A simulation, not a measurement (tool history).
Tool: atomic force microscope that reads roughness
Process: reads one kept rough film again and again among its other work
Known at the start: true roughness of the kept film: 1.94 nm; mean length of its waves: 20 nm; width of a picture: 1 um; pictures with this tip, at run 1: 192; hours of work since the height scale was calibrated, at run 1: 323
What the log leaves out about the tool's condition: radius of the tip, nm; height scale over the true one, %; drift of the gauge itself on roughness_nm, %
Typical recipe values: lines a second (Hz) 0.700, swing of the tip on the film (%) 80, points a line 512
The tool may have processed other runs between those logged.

run,hour,lines a second (Hz),swing of the tip on the film (%),points a line,pictures with this tip,hours of work since the height scale was calibrated,roughness of the kept film (nm (root mean square))
1,0.0,0.700,80,512,192,323,1.433
2,20.1,0.700,80,512,223,332,1.391
3,36.9,0.700,80,512,249,339,1.377
4,54.2,0.700,80,512,276,347,1.347
5,66.8,0.700,80,512,295,352,1.346
# hour 73.1: new tip fitted
6,77.4,0.700,80,512,7,357,1.614
7,95.8,0.700,79,512,35,365,1.565
8,109.0,0.700,79,512,56,371,1.566
9,126.2,0.700,61,512,82,378,1.585
10,143.9,0.700,61,512,110,386,1.557
11,155.1,2.260,69,408,127,391,1.384
12,171.2,3.195,57,408,152,398,1.413
13,188.7,0.921,67,610,179,406,1.460

3 ways to go on from here, each from the tool as it stands after run 13. What would each give?
A,201.1,2.407,84,978,198,411,?
B,201.1,0.921,86,610,198,411,?
C,201.1,2.002,80,512,198,411,?

run,roughness of the kept film (nm (root mean square))
A,1.157
B,1.327
C,1.241
Take away the tool's hidden state, keep each run's random variation, and the runs would have read:
run,roughness of the kept film (nm (root mean square))
A,1.352
B,1.550
C,1.451
